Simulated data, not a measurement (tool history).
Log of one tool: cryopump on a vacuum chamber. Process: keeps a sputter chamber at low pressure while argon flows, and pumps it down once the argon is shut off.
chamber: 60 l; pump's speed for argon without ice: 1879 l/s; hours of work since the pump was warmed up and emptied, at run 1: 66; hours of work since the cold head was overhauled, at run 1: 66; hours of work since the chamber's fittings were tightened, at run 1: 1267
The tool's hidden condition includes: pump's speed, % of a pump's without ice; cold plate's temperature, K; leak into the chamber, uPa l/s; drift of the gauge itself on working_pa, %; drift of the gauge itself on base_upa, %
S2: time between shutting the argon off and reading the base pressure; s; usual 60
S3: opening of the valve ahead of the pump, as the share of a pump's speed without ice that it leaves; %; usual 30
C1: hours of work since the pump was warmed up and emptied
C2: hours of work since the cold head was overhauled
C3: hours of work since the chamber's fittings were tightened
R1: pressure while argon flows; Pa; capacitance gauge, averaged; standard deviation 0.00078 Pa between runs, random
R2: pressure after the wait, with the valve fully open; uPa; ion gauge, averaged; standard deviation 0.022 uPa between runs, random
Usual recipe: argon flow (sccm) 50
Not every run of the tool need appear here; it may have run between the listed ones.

Run 1, hour 0: usual settings; C1 66; C2 66; C3 1267. Result: R1 0.1514 Pa, R2 1.06 uPa.
Run 2, hour 23.2: usual settings but S3 17 %; C1 83; C2 83; C3 1284. Result: R1 0.2644 Pa, R2 1.09 uPa.
Run 3, hour 42.4: usual settings but S3 17 %; C1 97; C2 97; C3 1298. Result: R1 0.2651 Pa, R2 1.07 uPa.
Run 4, hour 59.4: usual settings but S3 17 %; C1 109; C2 109; C3 1311. Result: R1 0.2652 Pa, R2 1.05 uPa.
Run 5, hour 86.8: usual settings but S3 17 %; C1 129; C2 129; C3 1331. Result: R1 0.2653 Pa, R2 1.08 uPa.
Run 6, hour 110.7: usual settings but S3 17 %; C1 147; C2 147; C3 1348. Result: R1 0.2682 Pa, R2 1.08 uPa.
Run 7, hour 125.5: usual settings but S3 17 %; C1 157; C2 157; C3 1359. Result: R1 0.2657 Pa, R2 1.1 uPa.
Run 8, hour 137.8: usual settings but S3 17 %; C1 166; C2 166; C3 1368. Result: R1 0.2651 Pa, R2 1.09 uPa.
Run 9, hour 154: usual settings but S3 16 %; C1 178; C2 178; C3 1379. Result: R1 0.281 Pa, R2 1.1 uPa.
Run 10, hour 171: usual settings but argon flow (sccm) 20, S2 46 s; C1 190; C2 190; C3 1392. Result: R1 0.0613 Pa, R2 1.23 uPa.
Run 11, hour 192.6: usual settings but argon flow (sccm) 28, S2 23 s, S3 20 %; C1 206; C2 206; C3 1408. Result: R1 0.1279 Pa, R2 1.72 uPa.
Run 12, hour 209: usual settings but argon flow (sccm) 80, S2 148 s, S3 49 %; C1 218; C2 218; C3 1419. Result: R1 0.1512 Pa, R2 0.91 uPa.
Run 13, hour 235.4: usual settings but argon flow (sccm) 80, S2 148 s, S3 49 %; C1 237; C2 237; C3 1439. Result: R1 0.1515 Pa, R2 0.91 uPa.

Forecast each of these 4 alternatives for the next run:
Run A, hour 252.6: usual settings but S2 32 s, S3 24 %; C1 250; C2 250; C3 1451. Result: R1 ?, R2 ?.
Run B, hour 252.6: usual settings but argon flow (sccm) 40, S2 22 s, S3 49 %; C1 250; C2 250; C3 1451. Result: R1 ?, R2 ?.
Run C, hour 252.6: usual settings but argon flow (sccm) 21; C1 250; C2 250; C3 1451. Result: R1 ?, R2 ?.
Run D, hour 252.6: usual settings but argon flow (sccm) 39, S2 77 s, S3 42 %; C1 250; C2 250; C3 1451. Result: R1 ?, R2 ?.

run      R1    R2
  A  0.1911  1.47
  B  0.0757   1.8
  C  0.0644  1.16
  D  0.0863  1.07
With the hidden condition removed and each run's random variation left untouched, the same runs would have given:
run      R1    R2
  A  0.1884  0.88
  B  0.0735  1.21
  C  0.0633  0.56
  D  0.0842  0.47
